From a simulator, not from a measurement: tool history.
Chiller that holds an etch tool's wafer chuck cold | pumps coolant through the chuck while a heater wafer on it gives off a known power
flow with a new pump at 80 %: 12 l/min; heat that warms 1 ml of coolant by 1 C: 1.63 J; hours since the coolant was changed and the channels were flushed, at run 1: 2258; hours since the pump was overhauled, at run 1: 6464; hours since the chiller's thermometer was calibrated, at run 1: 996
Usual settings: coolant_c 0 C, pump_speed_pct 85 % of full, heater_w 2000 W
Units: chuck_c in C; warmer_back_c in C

run    hour  coolant_c  pump_speed_pct  heater_w  hours since the coolant was changed and the channels were flushed  hours since the pump was overhauled  hours since the chiller's thermometer was calibrated  chuck_c  warmer_back_c
  1     0.0          0              85      2000                                                               2258                                 6464                                                   996     18.4           6.08
  2   137.9          0              85      2000                                                               2396                                 6602                                                  1134     18.5           6.04
  3   353.9          0              85      2000                                                               2612                                 6818                                                  1350     18.6           6.12
  4   489.7          3              85      2000                                                               2747                                 6954                                                  1486     21.6           6.06
  5   581.3          3              85      2000                                                               2839                                 7045                                                  1578     21.7           6.13
  6   679.4          3              85      2000                                                               2937                                 7143                                                  1676     21.8           6.11
  7   822.9          3              85      2000                                                               3081                                 7287                                                  1819     21.8           6.16
  8  1022.6         -9              85      2000                                                               3280                                 7487                                                  2019     10.1           6.10
  9  1143.9          0              85      2000                                                               3402                                 7608                                                  2140     19.1           6.15
     1283.1  -- chiller's thermometer calibrated
 10  1300.8          0              85      2000                                                               3558                                 7764                                                    18     19.1           6.14
 11  1496.7          0              85      2000                                                               3753                                 7960                                                   214     19.0           6.18
 12  1639.9          0              85      2000                                                               3897                                 8103                                                   357     19.2           6.17
 13  1772.8          0              94      2000                                                               4030                                 8236                                                   490     17.5           5.54
 14  1965.0          0              94      2000                                                               4222                                 8428                                                   682     17.8           5.55
 15  2103.0          0              94      2000                                                               4360                                 8566                                                   820     17.7           5.54
 16  2274.8          0              94      2000                                                               4532                                 8738                                                   992     17.9           5.51
 17  2412.4          0              94      2000                                                               4669                                 8875                                                  1129     17.8           5.53
 18  2552.2          0              94      2000                                                               4809                                 9015                                                  1269     18.0           5.56
 19  2743.7          0              94      2000                                                               5000                                 9207                                                  1461     18.2           5.60
 20  2952.1          4              86      2948                                                               5209                                 9415                                                  1669     33.1           9.04
 21  3174.0          0              95      2000                                                               5431                                 9637                                                  1891     18.1           5.54
 22  3394.6          0              95      2000                                                               5651                                 9858                                                  2111     18.2           5.51
     3557.9  -- chiller's thermometer calibrated
 23  3567.7          0              71      2000                                                               5823                                10030                                                    10     23.8           7.68
 24  3691.5         -7              88      1357                                                               5947                                10154                                                   134      6.2           4.08
 25  3881.5          9              76      1956                                                               6137                                10344                                                   324     30.9           7.00
 26  3977.4          9              76      1956                                                               6233                                10439                                                   420     31.0           6.95
 27  4111.5          0              85      2491                                                               6367                                10573                                                   554     25.5           7.81
 28  4287.4          0              85      2491                                                               6543                                10749                                                   729     25.6           7.88
 29  4414.1          2              77      1497                                                               6670                                10876                                                   856     18.9           5.25
 30  4579.5          2              77      1497                                                               6835                                11042                                                  1022     19.0           5.28
 31  4776.0         -6              77      1224                                                               7032                                11238                                                  1218      8.0           4.30

Hidden state at the last listed run before each entry between runs and at the first one after, where it differs:
Between runs 9 and 10: chiller's thermometer calibrated (hour 1283.1)
  heat passed by the chuck's channels, % of clean ones': 92.3 -> 92; flow at a given pump speed, % of a new pump's: 93.4 -> 93.2; coolant's true temperature over the reading, C: 0.08 -> 0.03
  measured less the result without the state, chuck_c: +2.3 -> +2.3 C; warmer_back_c: +0.40 -> +0.42 C
Between runs 22 and 23: chiller's thermometer calibrated (hour 3557.9)
  heat passed by the chuck's channels, % of clean ones': 87.7 -> 87.4; flow at a given pump speed, % of a new pump's: 91.6 -> 91.5; coolant's true temperature over the reading, C: 0.14 -> 0
  measured less the result without the state, chuck_c: +3.1 -> +4.0 C; warmer_back_c: +0.46 -> +0.66 C
